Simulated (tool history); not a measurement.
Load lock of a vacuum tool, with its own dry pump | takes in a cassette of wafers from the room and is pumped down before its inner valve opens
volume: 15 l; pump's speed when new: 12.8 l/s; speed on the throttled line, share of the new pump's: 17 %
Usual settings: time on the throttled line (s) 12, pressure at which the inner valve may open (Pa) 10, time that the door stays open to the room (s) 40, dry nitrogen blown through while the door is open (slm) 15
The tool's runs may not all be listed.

| run | hour | time on the throttled line (s) | pressure at which the inner valve may open (Pa) | time that the door stays open to the room (s) | dry nitrogen blown through while the door is open (slm) | incoming humidity of the room's air, % | time from the closed door until the inner valve may open (s) | rise of the pressure with all valves shut (Pa/min) |
|---|---|---|---|---|---|---|---|---|
| 1 | 0 | 12 | 10 | 40 | 15 | 41.7 | 21.03 | 0.749 |
|  | 64.6 | door's seal changed, seat wiped |
| 2 | 145.3 | 12 | 10 | 40 | 15 | 44.8 | 20.99 | 0.047 |
| 3 | 273.5 | 12 | 10 | 40 | 15 | 48.8 | 21.07 | 0.051 |
| 4 | 364 | 12 | 10 | 40 | 15 | 45.7 | 21.01 | 0.049 |
| 5 | 481.5 | 12 | 10 | 40 | 15 | 46.4 | 20.95 | 0.061 |
| 6 | 618.7 | 12 | 10 | 40 | 15 | 43.8 | 21.09 | 0.059 |
| 7 | 756.5 | 12 | 10 | 40 | 15 | 49.8 | 21.05 | 0.073 |
| 8 | 840.4 | 12 | 10 | 40 | 15 | 45.6 | 21.12 | 0.07 |
| 9 | 995.5 | 12 | 10 | 40 | 15 | 47.1 | 20.98 | 0.074 |
| 10 | 1143.3 | 12 | 10 | 40 | 15 | 46 | 20.98 | 0.075 |
| 11 | 1229.6 | 10 | 10 | 40 | 15 | 45.6 | 19.29 | 0.085 |
| 12 | 1318.4 | 10 | 10 | 40 | 15 | 47.7 | 19.44 | 0.087 |
| 13 | 1479.9 | 10 | 10 | 40 | 15 | 41.3 | 19.44 | 0.083 |
| 14 | 1639.6 | 10 | 10 | 40 | 15 | 43.3 | 19.46 | 0.085 |
| 15 | 1778.5 | 12 | 10 | 40 | 15 | 45.4 | 21 | 0.102 |
| 16 | 1880.5 | 12 | 10 | 40 | 15 | 46.9 | 20.9 | 0.108 |
| 17 | 1989.2 | 12 | 10 | 40 | 15 | 47.3 | 21.13 | 0.107 |
| 18 | 2129.1 | 7 | 10 | 40 | 15 | 46.2 | 17.08 | 0.113 |
| 19 | 2203.9 | 12 | 10 | 40 | 15 | 45.2 | 21.15 | 0.121 |
| 20 | 2345.3 | 12 | 17 | 95 | 39 | 43.9 | 20.52 | 0.114 |
| 21 | 2456.6 | 12 | 17 | 95 | 39 | 46.7 | 20.52 | 0.127 |
| 22 | 2614.1 | 12 | 18 | 40 | 4 | 44.2 | 20.49 | 0.174 |
| 23 | 2758.9 | 10 | 10 | 33 | 22 | 44.6 | 19.57 | 0.133 |
| 24 | 2881.7 | 10 | 10 | 33 | 22 | 45.9 | 19.54 | 0.145 |
| 25 | 2980.1 | 10 | 12 | 61 | 15 | 46.3 | 19.28 | 0.165 |
| 26 | 3107.4 | 13 | 19 | 163 | 15 | 45.7 | 21.21 | 0.208 |
| 27 | 3187 | 12 | 10 | 40 | 22 | 43.5 | 21.23 | 0.165 |
| 28 | 3309.3 | 20 | 15 | 97 | 33 | 40.4 | 27.3 | 0.169 |
| 29 | 3450.3 | 20 | 15 | 97 | 33 | 43.5 | 27.34 | 0.186 |
| 30 | 3595.9 | 20 | 10 | 177 | 6 | 43.7 | 27.91 | 0.28 |
| 31 | 3696.9 | 18 | 20 | 40 | 8 | 43.2 | 25.28 | 0.21 |
| 32 | 3822.8 | 12 | 12 | 43 | 15 | 45.7 | 21.05 | 0.201 |
| 33 | 3977.3 | 10 | 9 | 237 | 12 | 44.2 | 19.88 | 0.293 |
| 34 | 4135.7 | 12 | 16 | 40 | 15 | 44.9 | 20.56 | 0.223 |
| 35 | 4274.1 | 7 | 16 | 51 | 15 | 45.2 | 16.6 | 0.24 |
| 36 | 4391 | 10 | 8 | 36 | 28 | 47.9 | 19.99 | 0.231 |
| 37 | 4541.7 | 10 | 15 | 36 | 17 | 45.4 | 19.22 | 0.255 |

4 ways to go on from here, each from the tool as it stands after run 37. What would each give?
| A | 4679.9 | 19 | 8 | 36 | 17 | 42.6 | ? | ? |
| B | 4679.9 | 12 | 10 | 77 | 15 | 44.2 | ? | ? |
| C | 4679.9 | 12 | 10 | 134 | 15 | 42.7 | ? | ? |
| D | 4679.9 | 10 | 9 | 126 | 17 | 46.3 | ? | ? |

| run | time from the closed door until the inner valve may open (s) | rise of the pressure with all valves shut (Pa/min) |
|---|---|---|
| A | 27.36 | 0.244 |
| B | 21.44 | 0.271 |
| C | 21.35 | 0.291 |
| D | 19.95 | 0.282 |
Without the tool's hidden state the same runs would have given:
| run | time from the closed door until the inner valve may open (s) | rise of the pressure with all valves shut (Pa/min) |
|---|---|---|
| A | 26.89 | 0.028 |
| B | 20.89 | 0.052 |
| C | 20.8 | 0.069 |
| D | 19.39 | 0.064 |
